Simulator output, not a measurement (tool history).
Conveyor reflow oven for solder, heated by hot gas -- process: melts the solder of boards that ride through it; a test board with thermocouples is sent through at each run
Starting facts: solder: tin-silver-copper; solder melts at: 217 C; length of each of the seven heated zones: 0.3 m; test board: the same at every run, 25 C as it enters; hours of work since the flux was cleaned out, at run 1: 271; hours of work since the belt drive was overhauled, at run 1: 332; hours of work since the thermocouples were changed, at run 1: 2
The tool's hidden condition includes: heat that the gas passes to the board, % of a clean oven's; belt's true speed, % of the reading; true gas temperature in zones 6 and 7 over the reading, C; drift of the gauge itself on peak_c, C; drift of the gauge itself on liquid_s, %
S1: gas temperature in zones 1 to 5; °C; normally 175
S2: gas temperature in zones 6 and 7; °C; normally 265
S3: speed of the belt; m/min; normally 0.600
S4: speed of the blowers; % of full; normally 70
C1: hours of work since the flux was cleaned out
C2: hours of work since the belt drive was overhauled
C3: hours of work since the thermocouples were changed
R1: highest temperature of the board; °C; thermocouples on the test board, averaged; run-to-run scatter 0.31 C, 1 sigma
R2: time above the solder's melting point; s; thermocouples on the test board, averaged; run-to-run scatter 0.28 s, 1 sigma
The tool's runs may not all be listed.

| run | hour | S1 | S2 | S3 | S4 | C1 | C2 | C3 | R1 | R2 |
|---|---|---|---|---|---|---|---|---|---|---|
| 1 | 0.0 | 175 | 265 | 0.600 | 70 | 271 | 332 | 2 | 245.9 | 40.6 |
| 2 | 39.4 | 175 | 265 | 0.600 | 70 | 287 | 348 | 18 | 245.6 | 40.0 |
| 3 | 63.9 | 175 | 265 | 0.600 | 70 | 297 | 358 | 28 | 245.0 | 40.7 |
| 4 | 91.5 | 175 | 265 | 0.600 | 70 | 308 | 369 | 39 | 246.2 | 40.0 |
| 5 | 115.3 | 175 | 265 | 0.600 | 78 | 318 | 379 | 48 | 246.6 | 41.1 |
| 6 | 141.2 | 167 | 265 | 0.600 | 78 | 328 | 389 | 59 | 245.3 | 38.1 |
| 7 | 166.7 | 167 | 265 | 0.600 | 78 | 338 | 400 | 69 | 243.6 | 37.4 |
| 8 | 189.7 | 167 | 265 | 0.571 | 78 | 348 | 409 | 78 | 246.5 | 41.0 |
| 9 | 215.1 | 167 | 265 | 0.571 | 78 | 358 | 419 | 89 | 245.6 | 41.1 |
| 10 | 253.8 | 167 | 265 | 0.571 | 78 | 374 | 435 | 104 | 245.8 | 40.8 |
| 11 | 286.5 | 176 | 265 | 0.600 | 70 | 387 | 448 | 117 | 244.6 | 39.9 |
| 12 | 308.6 | 176 | 265 | 0.600 | 70 | 396 | 457 | 126 | 245.1 | 39.7 |
| 13 | 330.6 | 176 | 271 | 0.600 | 70 | 404 | 466 | 135 | 250.3 | 43.0 |
| 14 | 357.0 | 176 | 271 | 0.600 | 70 | 415 | 476 | 146 | 249.6 | 43.3 |
| 15 | 388.0 | 176 | 271 | 0.600 | 70 | 428 | 489 | 158 | 249.9 | 43.5 |
| 16 | 417.6 | 176 | 271 | 0.600 | 70 | 440 | 501 | 170 | 250.1 | 43.4 |
| 17 | 440.9 | 170 | 279 | 0.600 | 55 | 449 | 510 | 180 | 252.4 | 42.5 |
| 18 | 476.5 | 175 | 255 | 0.600 | 62 | 463 | 524 | 194 | 234.9 | 30.5 |
| 19 | 499.2 | 175 | 278 | 0.715 | 60 | 472 | 534 | 203 | 245.0 | 31.3 |
| 20 | 536.4 | 175 | 268 | 0.715 | 60 | 487 | 549 | 218 | 237.5 | 25.8 |
| 21 | 559.5 | 175 | 264 | 0.600 | 70 | 497 | 558 | 227 | 243.4 | 38.7 |
|  | 569.8 | flux residue cleaned out of gas plates and filters |
| 22 | 595.4 | 175 | 264 | 0.600 | 70 | 10 | 570 | 240 | 246.1 | 41.7 |
| 23 | 619.7 | 177 | 265 | 0.515 | 64 | 20 | 580 | 250 | 250.7 | 53.6 |
| 24 | 646.1 | 174 | 265 | 0.600 | 61 | 31 | 591 | 260 | 244.9 | 40.0 |
| 25 | 673.8 | 175 | 271 | 0.600 | 72 | 42 | 602 | 272 | 251.9 | 44.9 |
| 26 | 700.1 | 163 | 265 | 0.600 | 62 | 53 | 612 | 282 | 242.2 | 35.0 |
| 27 | 728.0 | 180 | 270 | 0.640 | 54 | 64 | 624 | 293 | 246.6 | 39.1 |
| 28 | 760.7 | 161 | 268 | 0.600 | 83 | 77 | 637 | 307 | 248.5 | 39.7 |
| 29 | 787.8 | 167 | 261 | 0.530 | 69 | 88 | 648 | 317 | 245.7 | 45.5 |
| 30 | 823.5 | 175 | 267 | 0.643 | 82 | 102 | 662 | 332 | 247.0 | 38.8 |
| 31 | 848.5 | 175 | 253 | 0.600 | 70 | 112 | 672 | 342 | 236.1 | 33.1 |
| 32 | 874.7 | 175 | 272 | 0.550 | 70 | 123 | 683 | 352 | 255.3 | 51.7 |

3 options for the next run, each taken on its own from the tool as it stands now. Forecast them:
| A | 902.4 | 174 | 265 | 0.550 | 54 | 134 | 694 | 364 | ? | ? |
| B | 902.4 | 175 | 272 | 0.579 | 70 | 134 | 694 | 364 | ? | ? |
| C | 902.4 | 175 | 265 | 0.600 | 87 | 134 | 694 | 364 | ? | ? |

| run | R1 | R2 |
|---|---|---|
| A | 245.5 | 44.9 |
| B | 252.9 | 47.8 |
| C | 247.8 | 43.0 |
Without the tool's unlogged condition, the same runs would have read:
| run | R1 | R2 |
|---|---|---|
| A | 246.9 | 45.7 |
| B | 254.5 | 48.4 |
| C | 249.5 | 43.8 |
